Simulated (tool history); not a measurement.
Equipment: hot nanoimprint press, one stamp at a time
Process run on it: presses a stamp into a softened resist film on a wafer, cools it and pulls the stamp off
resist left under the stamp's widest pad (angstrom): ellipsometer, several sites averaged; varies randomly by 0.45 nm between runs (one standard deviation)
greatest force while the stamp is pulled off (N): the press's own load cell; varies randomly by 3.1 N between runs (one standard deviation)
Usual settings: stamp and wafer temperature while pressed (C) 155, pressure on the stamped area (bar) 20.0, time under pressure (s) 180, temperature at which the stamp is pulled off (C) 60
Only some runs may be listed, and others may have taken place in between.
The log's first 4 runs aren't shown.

run	hour	stamp and wafer temperature while pressed (C)	pressure on the stamped area (bar)	time under pressure (s)	temperature at which the stamp is pulled off (C)	resist left under the stamp's widest pad (angstrom)	greatest force while the stamp is pulled off (N)
5	62.1	155	20.0	268	60	1440	153
6	80.2	155	20.0	268	60	1448	144
7	89.0	155	20.0	268	49	1448	183
8	103.6	155	20.0	180	60	1633	148
9	114.3	155	20.0	180	60	1637	148
10	133.6	155	20.0	180	60	1639	148
11	148.7	155	20.0	180	60	1643	145
12	165.6	155	20.0	180	60	1656	143
# hour 173.9: stamp cleaned and given a new release coat
13	189.0	155	20.0	125	60	1841	148
14	204.3	155	20.0	125	60	1840	150
15	218.0	155	20.0	125	60	1829	148
16	233.4	155	12.4	94	63	2388	137
17	251.9	155	12.4	94	67	2395	129
# hour 260.1: gauge calibrated
18	269.6	155	29.7	248	47	1174	185
19	281.0	155	29.7	248	47	1174	183
20	299.5	157	27.4	205	49	1223	173
21	312.6	157	27.4	205	49	1229	182
22	327.8	144	22.6	180	63	2161	140
23	347.3	157	20.0	284	60	1329	149

Forecast run 24:
24	365.9	155	20.0	351	45	?	?

resist left under the stamp's widest pad (angstrom): 1331
greatest force while the stamp is pulled off (N): 185
With no hidden state in the tool, this same run would have given resist left under the stamp's widest pad (angstrom) 1317, greatest force while the stamp is pulled off (N) 183.
